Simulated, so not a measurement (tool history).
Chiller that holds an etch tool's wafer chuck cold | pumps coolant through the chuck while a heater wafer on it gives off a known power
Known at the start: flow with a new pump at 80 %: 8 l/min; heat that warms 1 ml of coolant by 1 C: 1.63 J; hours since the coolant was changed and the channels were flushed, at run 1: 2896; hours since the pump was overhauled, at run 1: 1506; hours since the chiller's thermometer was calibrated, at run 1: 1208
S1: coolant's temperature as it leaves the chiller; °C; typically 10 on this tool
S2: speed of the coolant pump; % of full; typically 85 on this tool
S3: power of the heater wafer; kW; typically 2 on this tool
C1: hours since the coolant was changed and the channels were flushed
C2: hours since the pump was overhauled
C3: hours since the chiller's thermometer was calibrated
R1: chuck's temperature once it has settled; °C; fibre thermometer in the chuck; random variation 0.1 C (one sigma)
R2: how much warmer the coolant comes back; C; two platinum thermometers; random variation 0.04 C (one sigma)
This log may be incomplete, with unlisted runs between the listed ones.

run 1 hour=0 | S1=10 S2=85 S3=2 | C1=2896 C2=1506 C3=1208 | R1=32.6 R2=8.7
run 2 hour=77.1 | S1=10 S2=85 S3=2 | C1=2973 C2=1583 C3=1285 | R1=32.7 R2=8.66
run 3 hour=227.9 | S1=10 S2=85 S3=2 | C1=3124 C2=1734 C3=1436 | R1=32.7 R2=8.66
run 4 hour=326.1 | S1=10 S2=85 S3=2 | C1=3222 C2=1832 C3=1534 | R1=32.7 R2=8.7
run 5 hour=441.8 | S1=10 S2=88 S3=2 | C1=3338 C2=1948 C3=1650 | R1=32.1 R2=8.3
run 6 hour=609.8 | S1=10 S2=88 S3=2 | C1=3506 C2=2116 C3=1818 | R1=32.1 R2=8.26
run 7 hour=695.1 | S1=10 S2=94 S3=2 | C1=3591 C2=2201 C3=1903 | R1=31.1 R2=7.68
run 8 hour=787 | S1=10 S2=85 S3=1.381 | C1=3683 C2=2293 C3=1995 | R1=25.6 R2=5.9
run 9 hour=951.5 | S1=10 S2=85 S3=2 | C1=3848 C2=2458 C3=2159 | R1=32.7 R2=8.56
run 10 hour=1086.1 | S1=10 S2=85 S3=2 | C1=3982 C2=2592 C3=2294 | R1=32.5 R2=8.58
run 11 hour=1184.6 | S1=16 S2=85 S3=2 | C1=4081 C2=2691 C3=2392 | R1=38.6 R2=8.55
run 12 hour=1307 | S1=16 S2=85 S3=2 | C1=4203 C2=2813 C3=2515 | R1=38.6 R2=8.49
run 13 hour=1446.6 | S1=16 S2=85 S3=2 | C1=4343 C2=2953 C3=2654 | R1=38.7 R2=8.51
run 14 hour=1528.2 | S1=16 S2=85 S3=2 | C1=4425 C2=3034 C3=2736 | R1=38.6 R2=8.49
run 15 hour=1656.1 | S1=15 S2=85 S3=2 | C1=4552 C2=3162 C3=2864 | R1=37.6 R2=8.5
run 16 hour=1817.5 | S1=15 S2=85 S3=2 | C1=4714 C2=3324 C3=3025 | R1=37.7 R2=8.45
run 17 hour=1947.9 | S1=6 S2=76 S3=2 | C1=4844 C2=3454 C3=3156 | R1=30.6 R2=9.51
run 18 hour=2081.7 | S1=15 S2=85 S3=1.052 | C1=4978 C2=3588 C3=3289 | R1=26.8 R2=4.3
-- hour=2117.2 gauge calibrated
run 19 hour=2166.1 | S1=15 S2=85 S3=1.052 | C1=5062 C2=3672 C3=3374 | R1=26.9 R2=4.59
-- hour=2176.6 chiller's thermometer calibrated
run 20 hour=2324.8 | S1=15 S2=98 S3=1.052 | C1=5220 C2=3830 C3=148 | R1=25.9 R2=3.95
-- hour=2364.5 coolant changed, channels flushed
run 21 hour=2448.9 | S1=16 S2=80 S3=1.26 | C1=84 C2=3948 C3=266 | R1=30.8 R2=5.74
run 22 hour=2528.5 | S1=16 S2=80 S3=1.26 | C1=164 C2=4028 C3=346 | R1=31.1 R2=5.79
run 23 hour=2667.3 | S1=16 S2=80 S3=1.26 | C1=303 C2=4166 C3=485 | R1=30.9 R2=5.76
run 24 hour=2793.7 | S1=16 S2=80 S3=1.26 | C1=429 C2=4293 C3=611 | R1=31 R2=5.75
run 25 hour=2949.8 | S1=11 S2=98 S3=2.316 | C1=585 C2=4449 C3=767 | R1=34.7 R2=8.65
run 26 hour=3031.6 | S1=11 S2=98 S3=2.316 | C1=667 C2=4531 C3=849 | R1=34.7 R2=8.63
run 27 hour=3195.6 | S1=3 S2=93 S3=2.259 | C1=831 C2=4695 C3=1013 | R1=27.1 R2=8.78
run 28 hour=3313.5 | S1=3 S2=93 S3=2.259 | C1=949 C2=4813 C3=1131 | R1=27 R2=8.82
run 29 hour=3447.9 | S1=3 S2=93 S3=2.259 | C1=1083 C2=4947 C3=1265 | R1=27.1 R2=8.79
run 30 hour=3562.1 | S1=7 S2=61 S3=2.193 | C1=1198 C2=5061 C3=1380 | R1=38.3 R2=13.25
run 31 hour=3654.1 | S1=10 S2=90 S3=1.477 | C1=1290 C2=5153 C3=1472 | R1=25.9 R2=5.87
run 32 hour=3763.1 | S1=10 S2=90 S3=1.477 | C1=1399 C2=5262 C3=1581 | R1=26.1 R2=5.85

4 ways to go on from here, each from the tool as it stands after run 32. What would each give?
run A hour=3864.6 | S1=10 S2=69 S3=2 | C1=1500 C2=5364 C3=1682 | R1=? R2=?
run B hour=3864.6 | S1=5 S2=90 S3=1.477 | C1=1500 C2=5364 C3=1682 | R1=? R2=?
run C hour=3864.6 | S1=10 S2=90 S3=1.621 | C1=1500 C2=5364 C3=1682 | R1=? R2=?
run D hour=3864.6 | S1=7 S2=96 S3=1.449 | C1=1500 C2=5364 C3=1682 | R1=? R2=?

run=A R1=36.2 R2=10.56
run=B R1=21 R2=5.82
run=C R1=27.5 R2=6.49
run=D R1=22.1 R2=5.35
Take away the tool's hidden state, keep each run's random variation, and the runs would have read:
run=A R1=36.2 R2=10.76
run=B R1=21 R2=6.02
run=C R1=27.5 R2=6.69
run=D R1=22.1 R2=5.55

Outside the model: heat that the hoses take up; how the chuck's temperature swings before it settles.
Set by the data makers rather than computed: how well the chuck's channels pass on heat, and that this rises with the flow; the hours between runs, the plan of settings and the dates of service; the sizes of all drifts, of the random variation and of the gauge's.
